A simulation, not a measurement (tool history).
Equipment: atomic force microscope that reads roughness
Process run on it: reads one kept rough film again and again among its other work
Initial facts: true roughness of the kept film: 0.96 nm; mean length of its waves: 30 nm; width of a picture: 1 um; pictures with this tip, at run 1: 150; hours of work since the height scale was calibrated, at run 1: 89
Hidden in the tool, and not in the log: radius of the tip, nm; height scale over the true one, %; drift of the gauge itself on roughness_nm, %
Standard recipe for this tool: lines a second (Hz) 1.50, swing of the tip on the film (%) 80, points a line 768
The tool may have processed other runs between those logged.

run   hour  lines a second (Hz)  swing of the tip on the film (%)  points a line  pictures with this tip  hours of work since the height scale was calibrated  roughness of the kept film (nm (root mean square))
  1    0.0                 1.50                                80            768                     150                                                   89                                               0.891
  2   10.7                 1.50                                80            768                     164                                                   94                                               0.882
  3   31.2                 1.50                                80            768                     190                                                  102                                               0.889
  4   53.3                 1.50                                80            768                     219                                                  111                                               0.878
  5   72.6                 1.50                                80            768                     244                                                  119                                               0.879
  6   90.2                 1.50                                59            768                     266                                                  126                                               0.907
  7  110.2                 1.50                                80            768                     292                                                  134                                               0.879
     112.9  -- new tip fitted
  8  132.6                 1.50                                80            768                      26                                                  143                                               0.887
  9  146.8                 1.50                                62            768                      44                                                  148                                               0.906
 10  166.9                 1.50                                81            319                      70                                                  157                                               0.879
 11  176.9                 0.82                                63            551                      83                                                  161                                               0.927
 12  201.2                 0.82                                63            551                     114                                                  170                                               0.916
 13  220.1                 0.79                                63           1012                     139                                                  178                                               0.924

Forecast run 14:
 14  236.1                 0.77                                63            647                     159                                                  185                                                   ?

{"run 14": {"roughness of the kept film (nm (root mean square))": 0.915}}
On a tool with no hidden condition, and with the same random variation, this run would have come out at roughness of the kept film (nm (root mean square)) 0.917.
